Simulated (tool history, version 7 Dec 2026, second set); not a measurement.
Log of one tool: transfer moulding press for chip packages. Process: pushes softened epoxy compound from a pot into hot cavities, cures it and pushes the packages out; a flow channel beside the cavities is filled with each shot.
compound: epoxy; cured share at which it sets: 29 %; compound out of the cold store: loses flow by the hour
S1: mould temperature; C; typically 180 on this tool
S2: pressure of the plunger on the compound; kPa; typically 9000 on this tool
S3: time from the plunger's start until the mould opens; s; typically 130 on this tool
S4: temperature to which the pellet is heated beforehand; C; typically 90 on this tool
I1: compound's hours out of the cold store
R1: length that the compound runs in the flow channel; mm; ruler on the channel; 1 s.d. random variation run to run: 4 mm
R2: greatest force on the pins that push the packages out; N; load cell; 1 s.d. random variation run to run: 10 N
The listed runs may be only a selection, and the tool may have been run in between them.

run 1 hour=0 | S1=180 S2=9000 S3=130 S4=90 | I1=46.7 | R1=584 R2=448
-- hour=23.9 cavities cleaned with cleaning compound and waxed
run 2 hour=33.8 | S1=180 S2=9000 S3=130 S4=90 | I1=30.3 | R1=660 R2=476
run 3 hour=61.5 | S1=180 S2=9000 S3=130 S4=90 | I1=13 | R1=757 R2=485
-- hour=70.5 mould's thermocouples calibrated
run 4 hour=88.9 | S1=180 S2=9000 S3=130 S4=90 | I1=22.9 | R1=705 R2=491
-- hour=98 cavities cleaned with cleaning compound and waxed
run 5 hour=134.6 | S1=180 S2=9000 S3=130 S4=94 | I1=17.9 | R1=719 R2=479
-- hour=167.9 cavities cleaned with cleaning compound and waxed
run 6 hour=182.4 | S1=180 S2=9120 S3=130 S4=90 | I1=36.8 | R1=635 R2=465
run 7 hour=205.8 | S1=180 S2=9000 S3=130 S4=90 | I1=20.6 | R1=708 R2=464
run 8 hour=229.8 | S1=180 S2=9000 S3=130 S4=90 | I1=26.1 | R1=677 R2=472
-- hour=235.7 cavities cleaned with cleaning compound and waxed
run 9 hour=272.9 | S1=180 S2=9000 S3=130 S4=90 | I1=45.4 | R1=584 R2=464
-- hour=290.5 plunger's sealing rings changed
-- hour=306.6 cavities cleaned with cleaning compound and waxed
run 10 hour=320.8 | S1=180 S2=9000 S3=130 S4=90 | I1=19.3 | R1=716 R2=472
run 11 hour=347.9 | S1=180 S2=9980 S3=130 S4=90 | I1=42.6 | R1=639 R2=466
-- hour=377.9 cavities cleaned with cleaning compound and waxed
run 12 hour=393.7 | S1=180 S2=9980 S3=130 S4=90 | I1=35.6 | R1=669 R2=468
run 13 hour=417.7 | S1=180 S2=9980 S3=130 S4=90 | I1=44.9 | R1=629 R2=458
-- hour=447.7 cavities cleaned with cleaning compound and waxed
run 14 hour=456.9 | S1=180 S2=9000 S3=135 S4=90 | I1=26.2 | R1=678 R2=446
run 15 hour=494.3 | S1=180 S2=9000 S3=160 S4=89 | I1=21.7 | R1=698 R2=446
-- hour=516.5 cavities cleaned with cleaning compound and waxed
run 16 hour=542.8 | S1=180 S2=7590 S3=126 S4=89 | I1=38.9 | R1=563 R2=482
run 17 hour=579.2 | S1=180 S2=7590 S3=126 S4=90 | I1=20.1 | R1=655 R2=477
-- hour=584.4 cavities cleaned with cleaning compound and waxed
run 18 hour=615.4 | S1=178 S2=10590 S3=165 S4=96 | I1=35 | R1=690 R2=445
run 19 hour=649.9 | S1=181 S2=10260 S3=130 S4=90 | I1=10.5 | R1=817 R2=456
-- hour=654 cavities cleaned with cleaning compound and waxed
run 20 hour=692.1 | S1=181 S2=10260 S3=147 S4=90 | I1=21.4 | R1=753 R2=455
run 21 hour=719.3 | S1=181 S2=10260 S3=147 S4=85 | I1=26.1 | R1=735 R2=443
-- hour=724.2 cavities cleaned with cleaning compound and waxed
run 22 hour=761.9 | S1=181 S2=10260 S3=132 S4=85 | I1=17.2 | R1=779 R2=467
run 23 hour=783.8 | S1=181 S2=10260 S3=132 S4=85 | I1=16 | R1=784 R2=495
-- hour=794.1 cavities cleaned with cleaning compound and waxed
run 24 hour=829.8 | S1=181 S2=10260 S3=111 S4=85 | I1=37.7 | R1=669 R2=540
run 25 hour=854 | S1=176 S2=10260 S3=143 S4=82 | I1=16.3 | R1=784 R2=513
-- hour=863.5 cavities cleaned with cleaning compound and waxed
run 26 hour=886.8 | S1=180 S2=8640 S3=133 S4=90 | I1=44.3 | R1=582 R2=449
-- hour=897.2 mould's thermocouples calibrated
run 27 hour=927.9 | S1=182 S2=7430 S3=124 S4=92 | I1=12.1 | R1=683 R2=467
-- hour=935.4 cavities cleaned with cleaning compound and waxed
run 28 hour=964 | S1=180 S2=6830 S3=130 S4=89 | I1=13.4 | R1=649 R2=491

Predict each of these 4 candidate next runs independently; none follows another, all start after run 28:
run A hour=992 | S1=180 S2=9000 S3=160 S4=93 | I1=34.6 | R1=? R2=?
run B hour=992 | S1=188 S2=7520 S3=136 S4=89 | I1=34.7 | R1=? R2=?
run C hour=992 | S1=180 S2=10640 S3=126 S4=93 | I1=32.9 | R1=? R2=?
run D hour=992 | S1=173 S2=7520 S3=130 S4=89 | I1=37.7 | R1=? R2=?

run=A R1=641 R2=446
run=B R1=572 R2=422
run=C R1=699 R2=493
run=D R1=572 R2=574
Without the tool's unlogged condition, the same runs would have read:
run=A R1=642 R2=442
run=B R1=573 R2=419
run=C R1=699 R2=489
run=D R1=573 R2=569
